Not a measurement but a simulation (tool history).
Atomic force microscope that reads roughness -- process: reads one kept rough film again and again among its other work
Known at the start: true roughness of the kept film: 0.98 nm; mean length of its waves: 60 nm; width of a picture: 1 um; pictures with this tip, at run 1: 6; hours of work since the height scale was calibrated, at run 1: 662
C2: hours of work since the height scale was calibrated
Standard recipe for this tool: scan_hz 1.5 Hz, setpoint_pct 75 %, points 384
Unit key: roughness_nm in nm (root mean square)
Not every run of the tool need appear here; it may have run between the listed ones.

run 1 hour=0 | scan_hz=1.5 setpoint_pct=75 points=384 | pictures_with_this_tip=6 C2=662 | roughness_nm=0.902
run 2 hour=12 | scan_hz=1.5 setpoint_pct=77 points=384 | pictures_with_this_tip=22 C2=669 | roughness_nm=0.899
run 3 hour=32.2 | scan_hz=1.5 setpoint_pct=75 points=438 | pictures_with_this_tip=48 C2=680 | roughness_nm=0.904
run 4 hour=49.6 | scan_hz=1.5 setpoint_pct=75 points=438 | pictures_with_this_tip=70 C2=690 | roughness_nm=0.91
run 5 hour=76.7 | scan_hz=3.65 setpoint_pct=75 points=384 | pictures_with_this_tip=106 C2=705 | roughness_nm=0.813
run 6 hour=99.6 | scan_hz=1.5 setpoint_pct=75 points=259 | pictures_with_this_tip=136 C2=717 | roughness_nm=0.895
run 7 hour=120.9 | scan_hz=1.5 setpoint_pct=66 points=635 | pictures_with_this_tip=163 C2=729 | roughness_nm=0.931
-- hour=149.2 new tip fitted
run 8 hour=149.8 | scan_hz=1.5 setpoint_pct=66 points=635 | pictures_with_this_tip=1 C2=745 | roughness_nm=0.941
run 9 hour=179.3 | scan_hz=0.65 setpoint_pct=85 points=568 | pictures_with_this_tip=40 C2=761 | roughness_nm=0.922
run 10 hour=198.5 | scan_hz=0.65 setpoint_pct=79 points=844 | pictures_with_this_tip=65 C2=772 | roughness_nm=0.944

Consider 5 possible next runs. They are alternatives, not a sequence: every one starts from the tool as it was left by run 10. What does each give?
run A hour=221.7 | scan_hz=0.93 setpoint_pct=56 points=316 | pictures_with_this_tip=95 C2=785 | roughness_nm=?
run B hour=221.7 | scan_hz=0.55 setpoint_pct=79 points=844 | pictures_with_this_tip=95 C2=785 | roughness_nm=?
run C hour=221.7 | scan_hz=0.68 setpoint_pct=62 points=604 | pictures_with_this_tip=95 C2=785 | roughness_nm=?
run D hour=221.7 | scan_hz=1.5 setpoint_pct=59 points=384 | pictures_with_this_tip=95 C2=785 | roughness_nm=?
run E hour=221.7 | scan_hz=0.65 setpoint_pct=79 points=768 | pictures_with_this_tip=95 C2=785 | roughness_nm=?

run=A roughness_nm=0.96
run=B roughness_nm=0.941
run=C roughness_nm=0.961
run=D roughness_nm=0.946
run=E roughness_nm=0.943
With no hidden state in the tool, these same runs would have given:
run=A roughness_nm=0.953
run=B roughness_nm=0.935
run=C roughness_nm=0.955
run=D roughness_nm=0.94
run=E roughness_nm=0.937
